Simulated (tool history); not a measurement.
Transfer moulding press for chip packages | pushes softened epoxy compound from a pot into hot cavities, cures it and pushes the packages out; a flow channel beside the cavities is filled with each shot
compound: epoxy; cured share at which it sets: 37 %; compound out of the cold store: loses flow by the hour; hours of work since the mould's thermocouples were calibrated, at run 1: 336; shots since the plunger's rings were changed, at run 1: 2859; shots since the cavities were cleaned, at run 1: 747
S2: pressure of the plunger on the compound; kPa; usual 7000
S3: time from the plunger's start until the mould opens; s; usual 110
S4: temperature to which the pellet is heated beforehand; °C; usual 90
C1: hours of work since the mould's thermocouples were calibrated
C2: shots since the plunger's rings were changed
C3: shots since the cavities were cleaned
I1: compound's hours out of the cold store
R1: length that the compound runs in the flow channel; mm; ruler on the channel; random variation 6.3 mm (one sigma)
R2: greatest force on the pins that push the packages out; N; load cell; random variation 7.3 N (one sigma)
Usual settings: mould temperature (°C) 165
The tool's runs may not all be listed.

run 1 hour=0.0 | mould_temperature_(°C)=165 S2=7000 S3=110 S4=90 | C1=336 C2=2859 C3=747 | I1=41.0 | R1=780 R2=580
-- hour=42.2 cavities cleaned with cleaning compound and waxed
run 2 hour=56.8 | mould_temperature_(°C)=165 S2=7000 S3=114 S4=90 | C1=365 C2=3308 C3=119 | I1=34.6 | R1=782 R2=707
run 3 hour=105.6 | mould_temperature_(°C)=165 S2=8120 S3=114 S4=90 | C1=390 C2=3703 C3=514 | I1=35.6 | R1=848 R2=676
run 4 hour=141.8 | mould_temperature_(°C)=165 S2=8120 S3=114 S4=90 | C1=409 C2=3997 C3=808 | I1=39.5 | R1=826 R2=669
-- hour=178.3 cavities cleaned with cleaning compound and waxed
run 5 hour=183.7 | mould_temperature_(°C)=160 S2=7000 S3=110 S4=90 | C1=430 C2=4326 C3=44 | I1=43.4 | R1=776 R2=416
run 6 hour=220.6 | mould_temperature_(°C)=165 S2=5320 S3=110 S4=90 | C1=450 C2=4625 C3=343 | I1=20.7 | R1=692 R2=480
run 7 hour=257.8 | mould_temperature_(°C)=165 S2=5320 S3=110 S4=90 | C1=469 C2=4926 C3=644 | I1=14.2 | R1=709 R2=555
-- hour=311.0 cavities cleaned with cleaning compound and waxed
run 8 hour=318.2 | mould_temperature_(°C)=165 S2=5320 S3=110 S4=90 | C1=500 C2=5405 C3=58 | I1=41.8 | R1=647 R2=350
-- hour=351.2 cavities cleaned with cleaning compound and waxed, once more
run 9 hour=355.0 | mould_temperature_(°C)=165 S2=7000 S3=148 S4=90 | C1=518 C2=5691 C3=31 | I1=28.8 | R1=765 R2=297
-- hour=428.4 mould's thermocouples calibrated
run 10 hour=443.9 | mould_temperature_(°C)=165 S2=7000 S3=148 S4=90 | C1=8 C2=6396 C3=736 | I1=27.3 | R1=765 R2=540
-- hour=469.8 plunger's sealing rings changed
run 11 hour=484.5 | mould_temperature_(°C)=165 S2=7000 S3=148 S4=90 | C1=28 C2=120 C3=1046 | I1=35.5 | R1=837 R2=535
-- hour=492.1 cavities cleaned with cleaning compound and waxed
run 12 hour=525.7 | mould_temperature_(°C)=165 S2=7880 S3=148 S4=90 | C1=49 C2=442 C3=273 | I1=9.3 | R1=953 R2=413
run 13 hour=602.7 | mould_temperature_(°C)=165 S2=7880 S3=148 S4=90 | C1=89 C2=1067 C3=898 | I1=11.6 | R1=941 R2=539
-- hour=626.7 cavities cleaned with cleaning compound and waxed
run 14 hour=646.0 | mould_temperature_(°C)=172 S2=5970 S3=110 S4=91 | C1=111 C2=1406 C3=156 | I1=21.2 | R1=752 R2=368
run 15 hour=699.9 | mould_temperature_(°C)=169 S2=7080 S3=131 S4=91 | C1=139 C2=1844 C3=594 | I1=27.0 | R1=813 R2=494
-- hour=762.3 cavities cleaned with cleaning compound and waxed
run 16 hour=764.1 | mould_temperature_(°C)=169 S2=7080 S3=144 S4=88 | C1=171 C2=2352 C3=14 | I1=42.3 | R1=771 R2=273
run 17 hour=806.5 | mould_temperature_(°C)=160 S2=8720 S3=93 S4=86 | C1=193 C2=2697 C3=359 | I1=41.6 | R1=895 R2=815
run 18 hour=880.4 | mould_temperature_(°C)=160 S2=8720 S3=93 S4=86 | C1=232 C2=3296 C3=958 | I1=36.8 | R1=895 R2=1068
-- hour=895.8 cavities cleaned with cleaning compound and waxed
run 19 hour=953.1 | mould_temperature_(°C)=160 S2=8720 S3=93 S4=86 | C1=269 C2=3874 C3=465 | I1=9.0 | R1=963 R2=1012
-- hour=1028.9 cavities cleaned with cleaning compound and waxed
run 20 hour=1034.5 | mould_temperature_(°C)=159 S2=8720 S3=93 S4=86 | C1=311 C2=4523 C3=45 | I1=40.7 | R1=868 R2=664
run 21 hour=1092.8 | mould_temperature_(°C)=159 S2=8720 S3=93 S4=86 | C1=341 C2=4996 C3=518 | I1=32.6 | R1=881 R2=1010
-- hour=1163.0 cavities cleaned with cleaning compound and waxed
run 22 hour=1163.0 | mould_temperature_(°C)=159 S2=8720 S3=93 S4=86 | C1=377 C2=5554 C3=0 | I1=37.8 | R1=859 R2=589
run 23 hour=1224.5 | mould_temperature_(°C)=170 S2=8720 S3=93 S4=86 | C1=409 C2=6053 C3=499 | I1=44.9 | R1=785 R2=517
run 24 hour=1266.0 | mould_temperature_(°C)=170 S2=8720 S3=93 S4=86 | C1=431 C2=6389 C3=835 | I1=20.5 | R1=848 R2=599
-- hour=1295.2 plunger's sealing rings changed
-- hour=1303.9 cavities cleaned with cleaning compound and waxed
run 25 hour=1329.8 | mould_temperature_(°C)=165 S2=5910 S3=110 S4=90 | C1=462 C2=269 C3=210 | I1=34.0 | R1=758 R2=416
run 26 hour=1403.1 | mould_temperature_(°C)=163 S2=7000 S3=104 S4=90 | C1=500 C2=864 C3=805 | I1=21.4 | R1=864 R2=631

Hidden state at the last listed run before each entry between runs and at the first one after, where it differs:
Between runs 1 and 2: cavities cleaned with cleaning compound and waxed (hour 42.2)
  true mould temperature over the reading, C: -0.02 -> 0.01; pressure that reaches the compound, % of what is set: 91.3 -> 89.65; grip of the stained cavities, % over clean ones': 94 -> 143.6
  measured less the result without the state, R1: -37 -> -44 mm; R2: +278 -> +416 N
Between runs 4 and 5: cavities cleaned with cleaning compound and waxed (hour 178.3)
  true mould temperature over the reading, C: 0.06 -> 0.08; pressure that reaches the compound, % of what is set: 87.38 -> 86.38; grip of the stained cavities, % over clean ones': 128.5 -> 14.5
  measured less the result without the state, R1: -58 -> -59 mm; R2: +372 -> +51 N
Between runs 7 and 8: cavities cleaned with cleaning compound and waxed (hour 311.0)
  true mould temperature over the reading, C: 0.12 -> 0.15; pressure that reaches the compound, % of what is set: 84.43 -> 82.98; grip of the stained cavities, % over clean ones': 85.8 -> 16.2
  measured less the result without the state, R1: -64 -> -64 mm; R2: +258 -> +46 N
Between runs 8 and 9: cavities cleaned with cleaning compound and waxed, once more (hour 351.2)
  true mould temperature over the reading, C: 0.15 -> 0.17; pressure that reaches the compound, % of what is set: 82.98 -> 82.08; grip of the stained cavities, % over clean ones': 16.2 -> 9.3
  measured less the result without the state, R1: -64 -> -81 mm; R2: +46 -> +25 N
Between runs 9 and 10: mould's thermocouples calibrated (hour 428.4)
  true mould temperature over the reading, C: 0.17 -> 0.02; pressure that reaches the compound, % of what is set: 82.08 -> 79.83; grip of the stained cavities, % over clean ones': 9.3 -> 90.1
  measured less the result without the state, R1: -81 -> -91 mm; R2: +25 -> +257 N
Between runs 10 and 11: plunger's sealing rings changed (hour 469.8)
  true mould temperature over the reading, C: 0.02 -> 0.04; pressure that reaches the compound, % of what is set: 79.83 -> 99.07; grip of the stained cavities, % over clean ones': 90.1 -> 103.4
  measured less the result without the state, R1: -91 -> -4 mm; R2: +257 -> +274 N
Between runs 11 and 12: cavities cleaned with cleaning compound and waxed (hour 492.1)
  true mould temperature over the reading, C: 0.04 -> 0.06; pressure that reaches the compound, % of what is set: 99.07 -> 98.04; grip of the stained cavities, % over clean ones': 103.4 -> 48.1
  measured less the result without the state, R1: -4 -> -10 mm; R2: +274 -> +129 N
Between runs 13 and 14: cavities cleaned with cleaning compound and waxed (hour 626.7)
  true mould temperature over the reading, C: 0.1 -> 0.12; pressure that reaches the compound, % of what is set: 95.95 -> 94.88; grip of the stained cavities, % over clean ones': 98.8 -> 33.8
  measured less the result without the state, R1: -20 -> -20 mm; R2: +266 -> +91 N
Between runs 15 and 16: cavities cleaned with cleaning compound and waxed (hour 762.3)
  true mould temperature over the reading, C: 0.14 -> 0.17; pressure that reaches the compound, % of what is set: 93.35 -> 91.63; grip of the stained cavities, % over clean ones': 83.8 -> 4.2
  measured less the result without the state, R1: -30 -> -35 mm; R2: +226 -> +11 N
Between runs 18 and 19: cavities cleaned with cleaning compound and waxed (hour 895.8)
  true mould temperature over the reading, C: 0.23 -> 0.27; pressure that reaches the compound, % of what is set: 88.6 -> 86.81; grip of the stained cavities, % over clean ones': 99.2 -> 69.4
  measured less the result without the state, R1: -57 -> -72 mm; R2: +523 -> +403 N
Between runs 19 and 20: cavities cleaned with cleaning compound and waxed (hour 1028.9)
  true mould temperature over the reading, C: 0.27 -> 0.3; pressure that reaches the compound, % of what is set: 86.81 -> 84.74; grip of the stained cavities, % over clean ones': 69.4 -> 11.5
  measured less the result without the state, R1: -72 -> -77 mm; R2: +403 -> +54 N
Between runs 21 and 22: cavities cleaned with cleaning compound and waxed (hour 1163.0)
  true mould temperature over the reading, C: 0.33 -> 0.37; pressure that reaches the compound, % of what is set: 83.18 -> 81.33; grip of the stained cavities, % over clean ones': 73.9 -> 5.4
  measured less the result without the state, R1: -87 -> -96 mm; R2: +415 -> +13 N
Between runs 24 and 25: plunger's sealing rings changed (hour 1295.2); cavities cleaned with cleaning compound and waxed (hour 1303.9)
  true mould temperature over the reading, C: 0.42 -> 0.45; pressure that reaches the compound, % of what is set: 78.6 -> 98.8; grip of the stained cavities, % over clean ones': 98 -> 38.6
  measured less the result without the state, R1: -111 -> -6 mm; R2: +293 -> +112 N
